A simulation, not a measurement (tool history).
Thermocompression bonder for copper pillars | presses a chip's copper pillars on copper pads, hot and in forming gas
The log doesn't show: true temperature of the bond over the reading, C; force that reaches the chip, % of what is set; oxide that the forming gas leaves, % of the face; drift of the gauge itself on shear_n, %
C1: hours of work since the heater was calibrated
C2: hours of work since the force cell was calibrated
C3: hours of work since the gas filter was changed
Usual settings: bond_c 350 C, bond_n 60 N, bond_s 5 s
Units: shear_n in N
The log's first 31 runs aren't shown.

Run 32, hour 1301.0: usual settings but bond_c 347 C; C1 1402; C2 1317; C3 96. Result: shear_n 33.2 N.
Run 33, hour 1351.3: usual settings but bond_c 360 C, bond_s 13 s; C1 1429; C2 1343; C3 122. Result: shear_n 50.9 N.
Run 34, hour 1397.7: usual settings but bond_n 46 N, bond_s 7 s; C1 1453; C2 1367; C3 146. Result: shear_n 32.1 N.
Run 35, hour 1432.7: usual settings but bond_n 46 N, bond_s 7 s; C1 1471; C2 1386; C3 165. Result: shear_n 31.5 N.
At hour 1450.6: forming gas filter changed.
Run 36, hour 1464.4: usual settings but bond_c 359 C, bond_n 40 N; C1 1488; C2 1402; C3 7. Result: shear_n 31.5 N.
Run 37, hour 1509.6: usual settings but bond_c 336 C, bond_n 51 N; C1 1512; C2 1426; C3 31. Result: shear_n 28.7 N.
Run 38, hour 1568.0: usual settings but bond_c 340 C, bond_n 65 N; C1 1542; C2 1457; C3 62. Result: shear_n 33.8 N.
Run 39, hour 1611.7: usual settings but bond_c 340 C, bond_n 65 N; C1 1565; C2 1480; C3 85. Result: shear_n 32.2 N.

Run 40 comes next. What will it give?
Run 40, hour 1656.1: usual settings but bond_c 366 C, bond_n 39 N, bond_s 12 s; C1 1589; C2 1503; C3 108. Result: shear_n ?.

{"run 40": {"shear_n": 42.4}}
Without the tool's hidden state the same run would have given shear_n 49.9 N.
